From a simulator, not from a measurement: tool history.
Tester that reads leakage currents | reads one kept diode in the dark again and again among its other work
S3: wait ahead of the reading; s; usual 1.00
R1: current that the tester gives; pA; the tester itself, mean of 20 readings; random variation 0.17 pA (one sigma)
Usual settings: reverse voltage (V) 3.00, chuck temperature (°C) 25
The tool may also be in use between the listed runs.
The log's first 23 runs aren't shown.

Run 24, hour 1094.0: usual settings but reverse voltage (V) 2.01, chuck temperature (°C) 23, S3 0.63 s. Result: R1 47.98 pA.
Run 25, hour 1138.4: usual settings but reverse voltage (V) 4.36, chuck temperature (°C) 33, S3 9.88 s. Result: R1 135.50 pA.
Run 26, hour 1184.0: usual settings but reverse voltage (V) 4.36, chuck temperature (°C) 33, S3 9.88 s. Result: R1 136.41 pA.
Run 27, hour 1219.2: usual settings but reverse voltage (V) 4.36, chuck temperature (°C) 42, S3 9.88 s. Result: R1 266.29 pA.
Run 28, hour 1286.8: usual settings but reverse voltage (V) 2.27, chuck temperature (°C) 24, S3 3.10 s. Result: R1 54.24 pA.
Run 29, hour 1332.7: usual settings but reverse voltage (V) 1.15, chuck temperature (°C) 31, S3 3.10 s. Result: R1 74.14 pA.
At hour 1340.1: probe card cleaned and baked.
Run 30, hour 1382.5: usual settings but reverse voltage (V) 5.01, chuck temperature (°C) 31, S3 3.10 s. Result: R1 111.84 pA.
Run 31, hour 1430.9: usual settings but reverse voltage (V) 5.01, chuck temperature (°C) 53, S3 4.81 s. Result: R1 611.62 pA.
At hour 1442.8: chuck's temperature calibrated.
Run 32, hour 1472.9: usual settings but reverse voltage (V) 5.32, chuck temperature (°C) 56. Result: R1 721.99 pA.
Run 33, hour 1501.5: usual settings but reverse voltage (V) 5.32, chuck temperature (°C) 56. Result: R1 722.14 pA.
Run 34, hour 1533.2: usual settings but reverse voltage (V) 2.31, chuck temperature (°C) 57, S3 6.01 s. Result: R1 600.00 pA.
Run 35, hour 1585.2: usual settings but reverse voltage (V) 2.31, chuck temperature (°C) 57, S3 0.83 s. Result: R1 603.14 pA.
Run 36, hour 1640.8: usual settings but reverse voltage (V) 2.31, chuck temperature (°C) 57, S3 0.83 s. Result: R1 606.26 pA.

Run 37 comes next. What will it give?
Run 37, hour 1712.1: usual settings but chuck temperature (°C) 56. Result: R1 ?.

Run 37 gave R1 615.93 pA.
Without the tool's hidden state the same run would have given R1 609.11 pA.

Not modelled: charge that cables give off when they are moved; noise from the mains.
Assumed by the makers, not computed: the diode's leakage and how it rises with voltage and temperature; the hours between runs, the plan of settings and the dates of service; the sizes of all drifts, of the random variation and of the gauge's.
